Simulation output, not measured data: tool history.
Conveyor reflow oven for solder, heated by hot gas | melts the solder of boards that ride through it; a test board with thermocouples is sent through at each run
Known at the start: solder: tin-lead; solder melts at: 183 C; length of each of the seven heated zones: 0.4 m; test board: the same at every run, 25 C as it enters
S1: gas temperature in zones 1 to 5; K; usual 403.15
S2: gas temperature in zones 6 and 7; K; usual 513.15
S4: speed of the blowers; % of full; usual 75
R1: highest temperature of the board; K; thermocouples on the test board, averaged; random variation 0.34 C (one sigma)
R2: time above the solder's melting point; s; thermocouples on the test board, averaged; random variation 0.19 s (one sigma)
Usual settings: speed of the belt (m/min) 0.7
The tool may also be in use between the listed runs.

Run 1, hour 0: usual settings. Result: R1 497.65 K, R2 54.2 s.
Run 2, hour 27.6: usual settings but S2 518.15 K. Result: R1 502.45 K, R2 56.7 s.
Run 3, hour 40.7: usual settings but speed of the belt (m/min) 0.737. Result: R1 495.65 K, R2 50.1 s.
Run 4, hour 66.9: usual settings but speed of the belt (m/min) 0.579. Result: R1 503.05 K, R2 69.8 s.
Run 5, hour 89.8: usual settings but speed of the belt (m/min) 0.579. Result: R1 502.25 K, R2 69.7 s.
Run 6, hour 114.3: usual settings but S1 414.15 K, S4 87 % of full. Result: R1 499.85 K, R2 58.7 s.
Run 7, hour 142.3: usual settings but S1 414.15 K, S4 87 % of full. Result: R1 499.95 K, R2 58.7 s.
Run 8, hour 162.6: usual settings but S1 399.15 K, S4 73 % of full. Result: R1 495.75 K, R2 52.5 s.
Run 9, hour 184: usual settings but S1 401.15 K, S2 524.15 K, speed of the belt (m/min) 0.625, S4 56 % of full. Result: R1 507.35 K, R2 66.3 s.
Run 10, hour 205.4: usual settings but S1 408.15 K, S2 514.15 K, speed of the belt (m/min) 0.768, S4 76 % of full. Result: R1 495.05 K, R2 49.3 s.

4 ways to go on from here, each from the tool as it stands after run 10. What would each give?
Run A, hour 221.9: usual settings but S1 401.15 K. Result: R1 ?, R2 ?.
Run B, hour 221.9: usual settings but S1 405.15 K, speed of the belt (m/min) 0.67. Result: R1 ?, R2 ?.
Run C, hour 221.9: usual settings but S1 417.15 K, S2 502.15 K, speed of the belt (m/min) 0.768, S4 67 % of full. Result: R1 ?, R2 ?.
Run D, hour 221.9: usual settings but S1 416.15 K, S2 525.15 K, S4 62 % of full. Result: R1 ?, R2 ?.

run      R1    R2
  A  496.55  52.8
  B  497.75  57.9
  C  484.95  45.2
  D  508.45  63.1
Without the tool's hidden state the same runs would have given:
run      R1    R2
  A  501.35  55.8
  B  502.15  60.5
  C  489.15  48.7
  D  512.75  64.5

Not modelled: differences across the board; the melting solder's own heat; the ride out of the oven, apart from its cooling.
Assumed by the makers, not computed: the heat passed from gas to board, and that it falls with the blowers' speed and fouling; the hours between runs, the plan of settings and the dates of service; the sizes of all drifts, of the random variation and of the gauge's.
